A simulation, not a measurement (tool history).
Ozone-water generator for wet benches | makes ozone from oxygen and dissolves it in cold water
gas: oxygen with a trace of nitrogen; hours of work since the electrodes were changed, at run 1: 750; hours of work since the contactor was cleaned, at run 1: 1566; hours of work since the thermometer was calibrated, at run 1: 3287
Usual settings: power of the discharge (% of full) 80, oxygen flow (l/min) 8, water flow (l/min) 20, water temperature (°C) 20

| run | hour | power of the discharge (% of full) | oxygen flow (l/min) | water flow (l/min) | water temperature (°C) | hours of work since the electrodes were changed | hours of work since the contactor was cleaned | hours of work since the thermometer was calibrated | dissolved ozone (ppm) | ozone in the gas ahead of the water (g/m3) |
|---|---|---|---|---|---|---|---|---|---|---|
| 1 | 0 | 80 | 8 | 20 | 20 | 750 | 1566 | 3287 | 24.6 | 169.9 |
| 2 | 25.7 | 80 | 8 | 20 | 20 | 769 | 1585 | 3305 | 25.3 | 171.4 |
| 3 | 60.7 | 80 | 8 | 20 | 24 | 794 | 1610 | 3331 | 23.2 | 171.3 |
| 4 | 77.9 | 80 | 8 | 20 | 24 | 807 | 1623 | 3343 | 23.5 | 171.8 |
| 5 | 96.3 | 80 | 8 | 23 | 20 | 820 | 1636 | 3356 | 22.6 | 171.1 |
| 6 | 126.9 | 80 | 8 | 29 | 20 | 842 | 1658 | 3378 | 19.3 | 172.1 |
| 7 | 151 | 80 | 8 | 29 | 20 | 859 | 1675 | 3396 | 19 | 171.2 |
| 8 | 167.2 | 80 | 8 | 29 | 20 | 871 | 1687 | 3407 | 19.3 | 173 |
| 9 | 182.3 | 80 | 8 | 29 | 20 | 882 | 1698 | 3418 | 19.3 | 170.8 |
| 10 | 202.7 | 80 | 8 | 29 | 20 | 896 | 1712 | 3433 | 19 | 171.3 |
| 11 | 220.5 | 80 | 8 | 20 | 22 | 909 | 1725 | 3446 | 24.2 | 171.8 |
| 12 | 237.5 | 75 | 4.65 | 20 | 16 | 922 | 1737 | 3458 | 23.4 | 200.2 |
| 13 | 260.4 | 75 | 13.93 | 19 | 16 | 938 | 1754 | 3474 | 26.9 | 133.9 |
| 14 | 286.1 | 75 | 13.93 | 19 | 16 | 957 | 1772 | 3493 | 26.8 | 134.5 |
| 15 | 308.3 | 50 | 8 | 30 | 20 | 973 | 1788 | 3509 | 13.2 | 121.2 |
|  | 317.9 | water thermometer calibrated |
| 16 | 325.8 | 50 | 9.32 | 32 | 20 | 985 | 1801 | 6 | 12.9 | 115.9 |
| 17 | 360.3 | 50 | 12.26 | 16 | 20 | 1010 | 1826 | 31 | 20.2 | 105.9 |
| 18 | 386.8 | 50 | 12.26 | 16 | 20 | 1029 | 1845 | 50 | 20.4 | 104.8 |
| 19 | 413.4 | 80 | 8 | 32 | 20 | 1048 | 1864 | 69 | 17.5 | 169.9 |
| 20 | 428.8 | 80 | 8 | 32 | 20 | 1059 | 1875 | 80 | 17.6 | 173.7 |
| 21 | 457.4 | 80 | 8 | 32 | 20 | 1080 | 1896 | 101 | 17.3 | 170 |
| 22 | 491.8 | 80 | 8 | 25 | 20 | 1104 | 1920 | 125 | 21 | 170.9 |

Hidden state at the last listed run before each entry between runs and at the first one after, where it differs:
Between runs 15 and 16: water thermometer calibrated (hour 317.9)
  true water temperature over the reading, C: 0.09 -> -0.06
  measured less the result without the state, dissolved ozone (ppm): -0.5 -> -0.6; ozone in the gas ahead of the water (g/m3): -2.6 -> -2.5
